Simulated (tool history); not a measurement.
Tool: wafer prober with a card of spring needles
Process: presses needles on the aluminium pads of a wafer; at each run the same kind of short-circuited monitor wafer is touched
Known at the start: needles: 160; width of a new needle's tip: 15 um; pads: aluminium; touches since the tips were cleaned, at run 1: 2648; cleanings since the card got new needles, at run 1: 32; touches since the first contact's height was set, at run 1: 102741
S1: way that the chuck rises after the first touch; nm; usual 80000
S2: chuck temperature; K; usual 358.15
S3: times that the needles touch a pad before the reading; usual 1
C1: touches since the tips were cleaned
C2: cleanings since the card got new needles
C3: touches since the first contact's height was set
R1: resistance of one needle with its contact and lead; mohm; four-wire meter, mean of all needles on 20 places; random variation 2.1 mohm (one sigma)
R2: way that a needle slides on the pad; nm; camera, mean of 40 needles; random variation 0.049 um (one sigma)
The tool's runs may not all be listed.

Run 1, hour 0: usual settings; C1 2648; C2 32; C3 102741. Result: R1 287 mohm, R2 12350 nm.
At hour 0.9: tips cleaned on abrasive film.
At hour 6.4: tips cleaned on abrasive film.
Run 2, hour 6.4: usual settings; C1 0; C2 34; C3 106062. Result: R1 240 mohm, R2 12460 nm.
At hour 11.6: tips cleaned on abrasive film.
Run 3, hour 11.6: usual settings; C1 17; C2 35; C3 108802. Result: R1 241 mohm, R2 12370 nm.
At hour 16.9: tips cleaned on abrasive film.
Run 4, hour 18.8: usual settings but S1 67000 nm; C1 997; C2 36; C3 112595. Result: R1 288 mohm, R2 10360 nm.
At hour 22.1: tips cleaned on abrasive film.
At hour 27.5: tips cleaned on abrasive film.
Run 5, hour 27.5: usual settings but S1 67000 nm; C1 0; C2 38; C3 117177. Result: R1 244 mohm, R2 10230 nm.
Run 6, hour 32.4: usual settings but S1 67000 nm, S3 2; C1 2614; C2 38; C3 119791. Result: R1 284 mohm, R2 10320 nm.
At hour 33.1: tips cleaned on abrasive film.
Run 7, hour 37.7: usual settings but S1 67000 nm, S3 2; C1 2440; C2 39; C3 122590. Result: R1 280 mohm, R2 10210 nm.
At hour 38.4: tips cleaned on abrasive film.
Run 8, hour 42.2: usual settings but S2 302.15 K; C1 2023; C2 40; C3 124967. Result: R1 277 mohm, R2 12320 nm.
At hour 43.7: tips cleaned on abrasive film.
At hour 49: tips cleaned on abrasive film.
Run 9, hour 51.9: usual settings but S2 302.15 K; C1 1553; C2 42; C3 130073. Result: R1 269 mohm, R2 12330 nm.
At hour 54.5: tips cleaned on abrasive film.
Run 10, hour 59: usual settings but S2 302.15 K; C1 2428; C2 43; C3 133825. Result: R1 282 mohm, R2 12320 nm.
At hour 60: tips cleaned on abrasive film.
At hour 65.1: tips cleaned on abrasive film.
Run 11, hour 65.1: usual settings but S2 302.15 K; C1 0; C2 45; C3 137016. Result: R1 225 mohm, R2 12280 nm.
At hour 70.5: tips cleaned on abrasive film.
Run 12, hour 74.2: usual settings but S2 302.15 K; C1 1969; C2 46; C3 141820. Result: R1 275 mohm, R2 12270 nm.
At hour 75.7: tips cleaned on abrasive film.
Run 13, hour 78.6: usual settings but S2 302.15 K; C1 1559; C2 47; C3 144121. Result: R1 265 mohm, R2 12210 nm.
At hour 81.2: tips cleaned on abrasive film.
At hour 86.3: tips cleaned on abrasive film.
Run 14, hour 86.6: usual settings; C1 193; C2 49; C3 148348. Result: R1 244 mohm, R2 12260 nm.
At hour 90.5: height of the first contact set anew.
At hour 92: tips cleaned on abrasive film.
Run 15, hour 94.9: usual settings but S1 66000 nm; C1 1568; C2 50; C3 2320. Result: R1 294 mohm, R2 10510 nm.
At hour 97.1: tips cleaned on abrasive film.
Run 16, hour 99.4: usual settings but S1 66000 nm; C1 1221; C2 51; C3 4689. Result: R1 288 mohm, R2 10580 nm.
At hour 102.7: tips cleaned on abrasive film.
Run 17, hour 107.1: usual settings; C1 2340; C2 52; C3 8751. Result: R1 285 mohm, R2 12750 nm.
At hour 108.2: tips cleaned on abrasive film.
At hour 113.5: tips cleaned on abrasive film.
Run 18, hour 114.6: usual settings but S2 308.15 K; C1 565; C2 54; C3 12686. Result: R1 248 mohm, R2 12720 nm.
At hour 119: tips cleaned on abrasive film.
Run 19, hour 120.8: usual settings but S2 308.15 K; C1 954; C2 55; C3 15953. Result: R1 256 mohm, R2 12710 nm.
At hour 124.3: tips cleaned on abrasive film.
Run 20, hour 125.9: usual settings but S2 308.15 K; C1 878; C2 56; C3 18645. Result: R1 252 mohm, R2 12630 nm.
At hour 130: tips cleaned on abrasive film.
Run 21, hour 133.4: usual settings but S1 90000 nm, S2 308.15 K, S3 2; C1 1806; C2 57; C3 22607. Result: R1 244 mohm, R2 14350 nm.
At hour 135.6: tips cleaned on abrasive film.
At hour 141.1: tips cleaned on abrasive film.
Run 22, hour 142: usual settings but S1 91000 nm; C1 468; C2 59; C3 27134. Result: R1 252 mohm, R2 14420 nm.
At hour 146.3: tips cleaned on abrasive film.
At hour 151.6: tips cleaned on abrasive film.
Run 23, hour 151.9: usual settings but S1 91000 nm; C1 208; C2 61; C3 32363. Result: R1 242 mohm, R2 14340 nm.
At hour 157.3: tips cleaned on abrasive film.
Run 24, hour 160.7: usual settings but S1 81000 nm, S2 374.15 K; C1 1868; C2 62; C3 37036. Result: R1 288 mohm, R2 12720 nm.
At hour 162.4: tips cleaned on abrasive film.
Run 25, hour 165.6: usual settings but S1 63000 nm; C1 1758; C2 63; C3 39612. Result: R1 312 mohm, R2 9840 nm.
At hour 168.2: tips cleaned on abrasive film.
At hour 173.4: tips cleaned on abrasive film.
Run 26, hour 173.4: usual settings but S1 84000 nm, S2 337.15 K; C1 0; C2 65; C3 43662. Result: R1 234 mohm, R2 13270 nm.
At hour 178.6: tips cleaned on abrasive film.
Run 27, hour 182.1: usual settings but S1 79000 nm, S2 307.15 K; C1 1909; C2 66; C3 48298. Result: R1 279 mohm, R2 12420 nm.
At hour 184.5: tips cleaned on abrasive film.
At hour 189.6: tips cleaned on abrasive film.
Run 28, hour 191.1: usual settings but S1 79000 nm, S2 307.15 K; C1 814; C2 68; C3 53037. Result: R1 252 mohm, R2 12450 nm.
At hour 195.1: tips cleaned on abrasive film.
Run 29, hour 199.1: usual settings but S1 79000 nm, S2 307.15 K; C1 2141; C2 69; C3 57265. Result: R1 281 mohm, R2 12400 nm.
At hour 200.2: tips cleaned on abrasive film.
At hour 205.2: tips cleaned on abrasive film.
Run 30, hour 205.5: usual settings but S1 66000 nm, S2 307.15 K; C1 139; C2 71; C3 60587. Result: R1 244 mohm, R2 10310 nm.
At hour 210.7: tips cleaned on abrasive film.
Run 31, hour 215.4: usual settings but S1 62000 nm, S2 334.15 K; C1 2497; C2 72; C3 65841. Result: R1 321 mohm, R2 9710 nm.

3 ways to go on from here, each from the tool as it stands after run 31. What would each give?
At hour 216.1: tips cleaned on abrasive film.
Run A, hour 219.8: usual settings but S1 62000 nm, S2 334.15 K, S3 2; C1 1964; C2 73; C3 68127. Result: R1 ?, R2 ?.
At hour 216.1: tips cleaned on abrasive film.
Run B, hour 219.8: usual settings but S1 68000 nm, S2 306.15 K, S3 2; C1 1964; C2 73; C3 68127. Result: R1 ?, R2 ?.
At hour 216.1: tips cleaned on abrasive film.
Run C, hour 219.8: usual settings but S1 70000 nm, S2 357.15 K, S3 2; C1 1964; C2 73; C3 68127. Result: R1 ?, R2 ?.

run   R1     R2
  A  280   9670
  B  269  10640
  C  276  10930
Without the tool's hidden state the same runs would have given:
run   R1     R2
  A  232   9940
  B  226  10910
  C  238  11200
